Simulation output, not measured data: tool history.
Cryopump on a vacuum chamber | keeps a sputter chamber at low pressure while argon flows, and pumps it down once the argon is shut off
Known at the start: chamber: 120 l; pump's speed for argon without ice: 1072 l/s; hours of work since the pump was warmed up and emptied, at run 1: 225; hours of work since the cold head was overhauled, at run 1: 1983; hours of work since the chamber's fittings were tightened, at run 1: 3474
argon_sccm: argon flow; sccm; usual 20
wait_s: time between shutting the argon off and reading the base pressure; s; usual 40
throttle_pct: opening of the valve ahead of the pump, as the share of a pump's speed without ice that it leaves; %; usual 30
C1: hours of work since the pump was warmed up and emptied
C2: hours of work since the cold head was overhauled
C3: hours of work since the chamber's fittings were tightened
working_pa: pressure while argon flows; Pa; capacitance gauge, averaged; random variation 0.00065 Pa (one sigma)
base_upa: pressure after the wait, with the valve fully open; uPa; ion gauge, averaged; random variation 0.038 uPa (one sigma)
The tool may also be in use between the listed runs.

run 1 hour=0.0 | argon_sccm=20 wait_s=40 throttle_pct=30 | C1=225 C2=1983 C3=3474 | working_pa=0.1089 base_upa=3.28
run 2 hour=61.0 | argon_sccm=20 wait_s=40 throttle_pct=30 | C1=276 C2=2033 C3=3525 | working_pa=0.1097 base_upa=3.39
-- hour=121.4 leaking fittings of the chamber tightened, without venting
run 3 hour=144.0 | argon_sccm=20 wait_s=40 throttle_pct=30 | C1=343 C2=2101 C3=19 | working_pa=0.1123 base_upa=2.18
run 4 hour=190.0 | argon_sccm=20 wait_s=40 throttle_pct=58 | C1=381 C2=2139 C3=57 | working_pa=0.0621 base_upa=2.18
run 5 hour=233.6 | argon_sccm=20 wait_s=40 throttle_pct=58 | C1=417 C2=2175 C3=93 | working_pa=0.0626 base_upa=2.28
run 6 hour=269.1 | argon_sccm=28 wait_s=40 throttle_pct=30 | C1=446 C2=2204 C3=122 | working_pa=0.1622 base_upa=2.28
run 7 hour=310.5 | argon_sccm=28 wait_s=40 throttle_pct=30 | C1=481 C2=2238 C3=157 | working_pa=0.1629 base_upa=2.30
run 8 hour=364.7 | argon_sccm=28 wait_s=277 throttle_pct=30 | C1=526 C2=2283 C3=202 | working_pa=0.1648 base_upa=0.75
-- hour=401.0 pump warmed up, emptied and cooled again
run 9 hour=405.0 | argon_sccm=28 wait_s=277 throttle_pct=30 | C1=3 C2=2313 C3=231 | working_pa=0.1498 base_upa=0.64
run 10 hour=446.6 | argon_sccm=28 wait_s=277 throttle_pct=30 | C1=38 C2=2347 C3=265 | working_pa=0.1504 base_upa=0.61
run 11 hour=481.1 | argon_sccm=28 wait_s=277 throttle_pct=30 | C1=66 C2=2376 C3=294 | working_pa=0.1502 base_upa=0.69
run 12 hour=563.9 | argon_sccm=28 wait_s=277 throttle_pct=30 | C1=135 C2=2444 C3=363 | working_pa=0.1516 base_upa=0.71
run 13 hour=631.5 | argon_sccm=28 wait_s=277 throttle_pct=30 | C1=191 C2=2500 C3=419 | working_pa=0.1548 base_upa=0.76
run 14 hour=684.3 | argon_sccm=20 wait_s=40 throttle_pct=40 | C1=235 C2=2544 C3=462 | working_pa=0.0848 base_upa=2.30
run 15 hour=739.0 | argon_sccm=12 wait_s=40 throttle_pct=40 | C1=280 C2=2589 C3=508 | working_pa=0.0513 base_upa=2.39
run 16 hour=803.4 | argon_sccm=20 wait_s=28 throttle_pct=32 | C1=333 C2=2643 C3=561 | working_pa=0.1071 base_upa=3.17
run 17 hour=862.2 | argon_sccm=20 wait_s=28 throttle_pct=32 | C1=382 C2=2691 C3=610 | working_pa=0.1097 base_upa=3.27
run 18 hour=945.4 | argon_sccm=8 wait_s=28 throttle_pct=32 | C1=451 C2=2760 C3=679 | working_pa=0.0444 base_upa=3.36
run 19 hour=991.4 | argon_sccm=8 wait_s=28 throttle_pct=32 | C1=489 C2=2799 C3=717 | working_pa=0.0448 base_upa=3.35
-- hour=1069.3 pump warmed up, emptied and cooled again
run 20 hour=1079.8 | argon_sccm=8 wait_s=28 throttle_pct=32 | C1=9 C2=2868 C3=786 | working_pa=0.0408 base_upa=3.25
run 21 hour=1149.9 | argon_sccm=22 wait_s=65 throttle_pct=50 | C1=67 C2=2926 C3=844 | working_pa=0.0712 base_upa=1.73
run 22 hour=1203.6 | argon_sccm=8 wait_s=73 throttle_pct=39 | C1=111 C2=2970 C3=888 | working_pa=0.0337 base_upa=1.61
run 23 hour=1279.3 | argon_sccm=35 wait_s=271 throttle_pct=39 | C1=174 C2=3033 C3=951 | working_pa=0.1487 base_upa=0.92
run 24 hour=1361.8 | argon_sccm=35 wait_s=271 throttle_pct=39 | C1=242 C2=3101 C3=1019 | working_pa=0.1535 base_upa=0.94
run 25 hour=1421.3 | argon_sccm=10 wait_s=55 throttle_pct=30 | C1=292 C2=3151 C3=1069 | working_pa=0.0568 base_upa=2.12
run 26 hour=1462.3 | argon_sccm=27 wait_s=263 throttle_pct=32 | C1=326 C2=3185 C3=1103 | working_pa=0.1452 base_upa=1.06
run 27 hour=1534.1 | argon_sccm=27 wait_s=263 throttle_pct=32 | C1=385 C2=3244 C3=1162 | working_pa=0.1465 base_upa=1.13

Forecast each of these 5 alternatives for the next run:
run A hour=1571.0 | argon_sccm=14 wait_s=263 throttle_pct=32 | C1=416 C2=3275 C3=1193 | working_pa=? base_upa=?
run B hour=1571.0 | argon_sccm=15 wait_s=24 throttle_pct=40 | C1=416 C2=3275 C3=1193 | working_pa=? base_upa=?
run C hour=1571.0 | argon_sccm=37 wait_s=263 throttle_pct=29 | C1=416 C2=3275 C3=1193 | working_pa=? base_upa=?
run D hour=1571.0 | argon_sccm=27 wait_s=49 throttle_pct=28 | C1=416 C2=3275 C3=1193 | working_pa=? base_upa=?
run E hour=1571.0 | argon_sccm=20 wait_s=270 throttle_pct=45 | C1=416 C2=3275 C3=1193 | working_pa=? base_upa=?

run=A working_pa=0.0774 base_upa=1.17
run=B working_pa=0.0683 base_upa=3.93
run=C working_pa=0.2235 base_upa=1.10
run=D working_pa=0.1664 base_upa=2.39
run=E working_pa=0.0827 base_upa=1.14
Without the tool's hidden state the same runs would have given:
run=A working_pa=0.0691 base_upa=0.58
run=B working_pa=0.0593 base_upa=3.33
run=C working_pa=0.2014 base_upa=0.51
run=D working_pa=0.1504 base_upa=1.79
run=E working_pa=0.0707 base_upa=0.55

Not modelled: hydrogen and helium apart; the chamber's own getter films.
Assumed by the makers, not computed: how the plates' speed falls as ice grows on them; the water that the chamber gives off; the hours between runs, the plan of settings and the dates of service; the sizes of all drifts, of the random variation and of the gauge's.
